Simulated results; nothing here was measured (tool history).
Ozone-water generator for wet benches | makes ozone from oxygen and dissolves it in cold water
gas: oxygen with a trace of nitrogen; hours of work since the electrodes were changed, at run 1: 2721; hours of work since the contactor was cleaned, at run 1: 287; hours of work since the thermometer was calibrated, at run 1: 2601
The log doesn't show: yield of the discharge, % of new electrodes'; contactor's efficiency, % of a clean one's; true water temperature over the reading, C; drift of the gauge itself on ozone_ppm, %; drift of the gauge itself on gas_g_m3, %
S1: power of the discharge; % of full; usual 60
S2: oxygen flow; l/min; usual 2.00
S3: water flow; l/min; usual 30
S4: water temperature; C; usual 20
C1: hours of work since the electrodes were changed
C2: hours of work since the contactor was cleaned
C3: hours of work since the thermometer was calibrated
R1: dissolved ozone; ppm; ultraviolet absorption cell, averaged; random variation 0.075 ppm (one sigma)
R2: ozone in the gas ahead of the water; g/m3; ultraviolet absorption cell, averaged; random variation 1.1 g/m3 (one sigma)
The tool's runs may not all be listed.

run	hour	S1	S2	S3	S4	C1	C2	C3	R1	R2
1	0.0	60	2.00	30	20	2721	287	2601	7.59	196.8
2	68.1	60	2.00	30	20	2766	332	2646	7.62	199.5
3	170.8	60	2.00	30	20	2834	400	2714	7.62	198.4
4	244.0	60	2.00	30	20	2883	449	2763	7.65	198.2
5	353.5	60	2.00	30	20	2956	522	2836	7.68	197.7
6	449.8	60	2.00	30	20	3020	586	2900	7.73	196.9
# hour 473.2: water thermometer calibrated
7	528.9	60	2.00	30	20	3072	638	37	7.59	197.2
8	583.4	45	2.00	30	20	3108	674	73	5.96	154.8
9	703.9	45	2.00	19	20	3188	754	153	9.85	157.3
10	785.8	45	2.00	19	20	3243	808	208	9.78	156.5
11	871.1	50	2.00	30	20	3299	865	264	6.55	170.0
12	983.7	50	2.00	30	20	3374	940	339	6.54	170.0
13	1064.9	50	2.00	30	20	3428	994	393	6.58	169.1
14	1160.0	50	1.18	30	20	3491	1057	456	5.71	239.3
15	1257.0	50	2.00	30	20	3556	1121	521	6.63	167.8
16	1321.3	50	2.00	30	20	3598	1164	563	6.48	170.5
17	1387.9	50	2.00	30	20	3642	1208	608	6.45	169.1
18	1448.0	50	2.00	30	20	3682	1248	648	6.55	170.8
19	1535.8	50	2.00	30	20	3741	1307	706	6.49	169.7
20	1587.5	60	2.00	28	12	3775	1341	740	8.50	194.9
21	1700.5	79	2.00	28	12	3850	1416	815	10.47	243.8
22	1782.2	60	2.00	25	25	3904	1470	870	8.83	197.2
23	1847.2	60	2.00	25	25	3948	1514	913	8.74	195.5
24	1965.5	65	2.00	30	20	4026	1592	991	8.02	206.8
25	2049.7	51	1.27	24	20	4082	1648	1047	7.64	227.7
26	2149.5	60	2.00	30	20	4148	1714	1114	7.55	194.9
27	2208.9	44	3.56	30	20	4188	1754	1153	6.29	106.5
28	2289.7	88	2.00	30	18	4242	1807	1207	10.15	260.5
29	2340.3	57	2.33	30	19	4275	1841	1240	7.28	170.2
30	2412.1	44	2.33	30	19	4323	1889	1288	6.00	137.9
31	2522.1	44	2.33	30	19	4396	1962	1361	6.01	138.7
32	2590.8	44	2.33	30	19	4442	2007	1407	5.92	136.9

The same runs without the tool's hidden state, with the same run-to-run variation:
run	R1	R2
1	7.89	203.3
2	7.93	206.2
3	7.95	205.2
4	7.98	205.1
5	8.03	204.8
6	8.08	204.1
7	7.94	204.5
8	6.18	159.0
9	10.21	161.7
10	10.15	160.9
11	6.85	175.6
12	6.85	175.7
13	6.89	174.9
14	5.99	247.7
15	6.96	173.8
16	6.81	176.6
17	6.79	175.3
18	6.90	177.0
19	6.84	176.0
20	9.03	203.7
21	11.28	258.0
22	9.40	206.4
23	9.33	204.7
24	8.60	217.6
25	8.11	237.1
26	8.09	204.6
27	6.66	110.3
28	11.11	278.6
29	7.82	178.5
30	6.37	143.0
31	6.39	143.9
32	6.30	142.1
